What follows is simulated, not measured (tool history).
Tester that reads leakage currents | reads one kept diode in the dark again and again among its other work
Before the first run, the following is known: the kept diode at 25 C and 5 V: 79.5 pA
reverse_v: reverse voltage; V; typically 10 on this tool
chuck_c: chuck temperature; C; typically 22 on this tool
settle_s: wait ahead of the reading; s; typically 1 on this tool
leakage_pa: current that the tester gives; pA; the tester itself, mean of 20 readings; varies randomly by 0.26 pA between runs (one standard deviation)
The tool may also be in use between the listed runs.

| run | hour | reverse_v | chuck_c | settle_s | leakage_pa |
|---|---|---|---|---|---|
| 1 | 0 | 10 | 22 | 1 | 95.1 |
| 2 | 39.3 | 10 | 22 | 1 | 95.8 |
| 3 | 61.2 | 6.2 | 22 | 1 | 76.89 |
|  | 68.2 | probe card cleaned and baked |
| 4 | 90.8 | 10 | 41 | 1 | 375.99 |
| 5 | 118.6 | 10 | 41 | 1 | 379.43 |
| 6 | 141.7 | 2.2 | 48 | 0.77 | 324.96 |
| 7 | 183.2 | 10 | 33 | 0.4 | 221.64 |
|  | 191.4 | probe card cleaned and baked, once more |
| 8 | 224.8 | 3.7 | 47 | 7.65 | 376.7 |
| 9 | 248.8 | 1.6 | 22 | 3.94 | 43.01 |
| 10 | 285.5 | 1.2 | 26 | 3.94 | 52.51 |

Some steps in leakage_pa between neighbouring runs. How much of each would the tool show without its hidden state too (settings, what came in, random variation), and how much is left for the hidden state, with any gauge scatter that isn't in both results?
What the log doesn't record here: stray current of the dirty probe card, pA a volt; current scale over the true one, %; true chuck temperature over the reading, C; drift of the gauge itself on leakage_pa, %.
Run 8 -> 9: reverse_v 3.7 -> 1.6, chuck_c 47 -> 22, settle_s 7.65 -> 3.94. leakage_pa -333.69 pA: hidden state -22.23, all else -311.46.
